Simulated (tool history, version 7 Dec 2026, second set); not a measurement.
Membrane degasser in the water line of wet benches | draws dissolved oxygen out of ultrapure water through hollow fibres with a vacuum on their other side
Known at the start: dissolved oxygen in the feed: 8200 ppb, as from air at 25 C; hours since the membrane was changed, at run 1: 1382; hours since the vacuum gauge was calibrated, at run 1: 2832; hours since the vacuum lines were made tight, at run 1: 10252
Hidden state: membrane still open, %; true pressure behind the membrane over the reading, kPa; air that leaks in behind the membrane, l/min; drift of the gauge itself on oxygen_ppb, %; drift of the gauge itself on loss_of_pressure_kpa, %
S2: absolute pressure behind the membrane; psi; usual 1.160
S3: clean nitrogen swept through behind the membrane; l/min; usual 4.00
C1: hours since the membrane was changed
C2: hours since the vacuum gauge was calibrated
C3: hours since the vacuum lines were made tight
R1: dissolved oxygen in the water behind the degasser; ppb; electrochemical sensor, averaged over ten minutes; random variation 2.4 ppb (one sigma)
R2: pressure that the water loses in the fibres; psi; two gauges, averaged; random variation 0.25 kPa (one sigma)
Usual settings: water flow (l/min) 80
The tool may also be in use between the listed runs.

run 1 hour=0.0 | water_flow_(l/min)=80 S2=1.160 S3=4.00 | C1=1382 C2=2832 C3=10252 | R1=244.3 R2=9.867
run 2 hour=27.1 | water_flow_(l/min)=80 S2=1.160 S3=4.00 | C1=1409 C2=2859 C3=10280 | R1=245.4 R2=9.877
run 3 hour=56.3 | water_flow_(l/min)=80 S2=1.160 S3=4.00 | C1=1438 C2=2888 C3=10309 | R1=235.0 R2=9.922
run 4 hour=97.2 | water_flow_(l/min)=80 S2=1.160 S3=4.00 | C1=1479 C2=2929 C3=10350 | R1=240.9 R2=9.883
run 5 hour=147.0 | water_flow_(l/min)=80 S2=1.160 S3=4.00 | C1=1529 C2=2979 C3=10399 | R1=239.4 R2=9.877
run 6 hour=191.6 | water_flow_(l/min)=66 S2=1.160 S3=4.00 | C1=1574 C2=3024 C3=10444 | R1=189.5 R2=8.161
run 7 hour=218.8 | water_flow_(l/min)=66 S2=1.160 S3=4.00 | C1=1601 C2=3051 C3=10471 | R1=191.7 R2=8.141
run 8 hour=245.6 | water_flow_(l/min)=80 S2=0.830 S3=4.00 | C1=1628 C2=3078 C3=10498 | R1=142.2 R2=9.850
run 9 hour=273.2 | water_flow_(l/min)=80 S2=0.830 S3=4.00 | C1=1655 C2=3105 C3=10526 | R1=141.1 R2=9.897
run 10 hour=326.6 | water_flow_(l/min)=80 S2=0.830 S3=4.00 | C1=1709 C2=3159 C3=10579 | R1=144.0 R2=9.894
run 11 hour=385.0 | water_flow_(l/min)=80 S2=0.830 S3=4.00 | C1=1767 C2=3217 C3=10637 | R1=144.3 R2=9.903
run 12 hour=427.1 | water_flow_(l/min)=80 S2=0.812 S3=4.00 | C1=1809 C2=3259 C3=10680 | R1=137.5 R2=9.922
run 13 hour=478.3 | water_flow_(l/min)=80 S2=0.812 S3=4.00 | C1=1860 C2=3310 C3=10731 | R1=137.6 R2=9.935
run 14 hour=508.9 | water_flow_(l/min)=80 S2=0.812 S3=4.60 | C1=1891 C2=3341 C3=10761 | R1=126.1 R2=9.892
-- hour=544.6 vacuum gauge calibrated
run 15 hour=563.4 | water_flow_(l/min)=80 S2=1.160 S3=4.00 | C1=1945 C2=19 C3=10815 | R1=242.9 R2=9.892
run 16 hour=625.5 | water_flow_(l/min)=80 S2=1.160 S3=4.00 | C1=2007 C2=81 C3=10877 | R1=242.5 R2=9.871
run 17 hour=673.5 | water_flow_(l/min)=80 S2=0.844 S3=4.00 | C1=2055 C2=129 C3=10925 | R1=147.3 R2=9.852
run 18 hour=718.9 | water_flow_(l/min)=51 S2=2.878 S3=7.15 | C1=2100 C2=174 C3=10971 | R1=278.9 R2=6.267
run 19 hour=768.4 | water_flow_(l/min)=80 S2=1.253 S3=2.25 | C1=2150 C2=224 C3=11020 | R1=412.7 R2=9.939
run 20 hour=797.7 | water_flow_(l/min)=80 S2=1.253 S3=2.25 | C1=2179 C2=253 C3=11050 | R1=415.9 R2=9.890
run 21 hour=859.8 | water_flow_(l/min)=65 S2=1.160 S3=11.28 | C1=2241 C2=315 C3=11112 | R1=81.1 R2=7.970
run 22 hour=908.2 | water_flow_(l/min)=80 S2=1.723 S3=8.91 | C1=2290 C2=364 C3=11160 | R1=215.5 R2=9.868
run 23 hour=970.7 | water_flow_(l/min)=80 S2=1.160 S3=2.97 | C1=2352 C2=426 C3=11223 | R1=302.7 R2=9.932
run 24 hour=1025.9 | water_flow_(l/min)=80 S2=1.160 S3=2.97 | C1=2407 C2=481 C3=11278 | R1=302.3 R2=9.873
run 25 hour=1054.8 | water_flow_(l/min)=77 S2=1.160 S3=10.16 | C1=2436 C2=510 C3=11307 | R1=115.4 R2=9.546
run 26 hour=1091.4 | water_flow_(l/min)=77 S2=1.160 S3=10.16 | C1=2473 C2=547 C3=11343 | R1=114.9 R2=9.599
run 27 hour=1141.2 | water_flow_(l/min)=93 S2=0.867 S3=1.66 | C1=2523 C2=597 C3=11393 | R1=336.3 R2=11.584
run 28 hour=1201.8 | water_flow_(l/min)=93 S2=1.107 S3=1.66 | C1=2583 C2=657 C3=11454 | R1=492.9 R2=11.571
run 29 hour=1253.8 | water_flow_(l/min)=93 S2=1.107 S3=1.66 | C1=2635 C2=709 C3=11506 | R1=500.3 R2=11.517
run 30 hour=1285.7 | water_flow_(l/min)=93 S2=1.107 S3=1.66 | C1=2667 C2=741 C3=11538 | R1=492.2 R2=11.546
run 31 hour=1327.1 | water_flow_(l/min)=108 S2=1.160 S3=1.65 | C1=2709 C2=783 C3=11579 | R1=616.5 R2=13.399
run 32 hour=1384.2 | water_flow_(l/min)=99 S2=1.160 S3=4.00 | C1=2766 C2=840 C3=11636 | R1=314.2 R2=12.301

3 ways to go on from here, each from the tool as it stands after run 32. What would each give?
run A hour=1415.7 | water_flow_(l/min)=62 S2=1.165 S3=4.00 | C1=2797 C2=871 C3=11668 | R1=? R2=?
run B hour=1415.7 | water_flow_(l/min)=48 S2=1.163 S3=4.02 | C1=2797 C2=871 C3=11668 | R1=? R2=?
run C hour=1415.7 | water_flow_(l/min)=91 S2=1.160 S3=4.00 | C1=2797 C2=871 C3=11668 | R1=? R2=?

run=A R1=183.8 R2=7.658
run=B R1=134.3 R2=5.907
run=C R1=283.8 R2=11.280
Without the tool's hidden state the same runs would have given:
run=A R1=183.7 R2=7.655
run=B R1=134.3 R2=5.906
run=C R1=283.7 R2=11.277

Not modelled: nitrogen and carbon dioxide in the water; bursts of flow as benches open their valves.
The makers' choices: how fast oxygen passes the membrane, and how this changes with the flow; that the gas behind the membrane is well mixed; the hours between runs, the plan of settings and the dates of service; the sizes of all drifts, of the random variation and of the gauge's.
